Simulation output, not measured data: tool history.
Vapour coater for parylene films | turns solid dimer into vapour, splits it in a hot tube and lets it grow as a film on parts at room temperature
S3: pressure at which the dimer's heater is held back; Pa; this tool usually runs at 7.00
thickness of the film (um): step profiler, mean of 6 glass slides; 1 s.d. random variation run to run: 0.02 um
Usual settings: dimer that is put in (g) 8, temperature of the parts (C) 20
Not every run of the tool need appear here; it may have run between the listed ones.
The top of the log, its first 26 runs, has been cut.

{"run": 27, "hour": 335.3, "dimer that is put in (g)": 14, "temperature of the parts (C)": 30, "S3": 4.31, "thickness of the film (um)": 3.78}
{"run": 28, "hour": 346.4, "dimer that is put in (g)": 9, "temperature of the parts (C)": 20, "S3": 4.95, "thickness of the film (um)": 3.08}
{"run": 29, "hour": 354.9, "dimer that is put in (g)": 8, "temperature of the parts (C)": 20, "S3": 10.51, "thickness of the film (um)": 2.46}
{"run": 30, "hour": 364.9, "dimer that is put in (g)": 8, "temperature of the parts (C)": 27, "S3": 5.82, "thickness of the film (um)": 2.22}
{"run": 31, "hour": 375.3, "dimer that is put in (g)": 7, "temperature of the parts (C)": 22, "S3": 3.1, "thickness of the film (um)": 2.44}
{"run": 32, "hour": 383.6, "dimer that is put in (g)": 8, "temperature of the parts (C)": 16, "S3": 4.08, "thickness of the film (um)": 3.12}
{"run": 33, "hour": 395.4, "dimer that is put in (g)": 12, "temperature of the parts (C)": 18, "S3": 7.43, "thickness of the film (um)": 4.01}
{"run": 34, "hour": 411.7, "dimer that is put in (g)": 8, "temperature of the parts (C)": 12, "S3": 7.0, "thickness of the film (um)": 3.15}
{"run": 35, "hour": 427.8, "dimer that is put in (g)": 8, "temperature of the parts (C)": 16, "S3": 2.49, "thickness of the film (um)": 3.31}

Predict each of these 4 candidate next runs independently; none follows another, all start after run 35:
{"run": "A", "hour": 435.2, "dimer that is put in (g)": 12, "temperature of the parts (C)": 16, "S3": 2.49, "thickness of the film (um)": "?"}
{"run": "B", "hour": 435.2, "dimer that is put in (g)": 8, "temperature of the parts (C)": 28, "S3": 3.31, "thickness of the film (um)": "?"}
{"run": "C", "hour": 435.2, "dimer that is put in (g)": 12, "temperature of the parts (C)": 20, "S3": 2.84, "thickness of the film (um)": "?"}
{"run": "D", "hour": 435.2, "dimer that is put in (g)": 5, "temperature of the parts (C)": 18, "S3": 3.58, "thickness of the film (um)": "?"}

run=A thickness_of_the_film_(um)=5.00
run=B thickness_of_the_film_(um)=2.34
run=C thickness_of_the_film_(um)=4.45
run=D thickness_of_the_film_(um)=1.87
With no hidden state in the tool, these same runs would have given:
run=A thickness_of_the_film_(um)=5.43
run=B thickness_of_the_film_(um)=2.54
run=C thickness_of_the_film_(um)=4.84
run=D thickness_of_the_film_(um)=2.03

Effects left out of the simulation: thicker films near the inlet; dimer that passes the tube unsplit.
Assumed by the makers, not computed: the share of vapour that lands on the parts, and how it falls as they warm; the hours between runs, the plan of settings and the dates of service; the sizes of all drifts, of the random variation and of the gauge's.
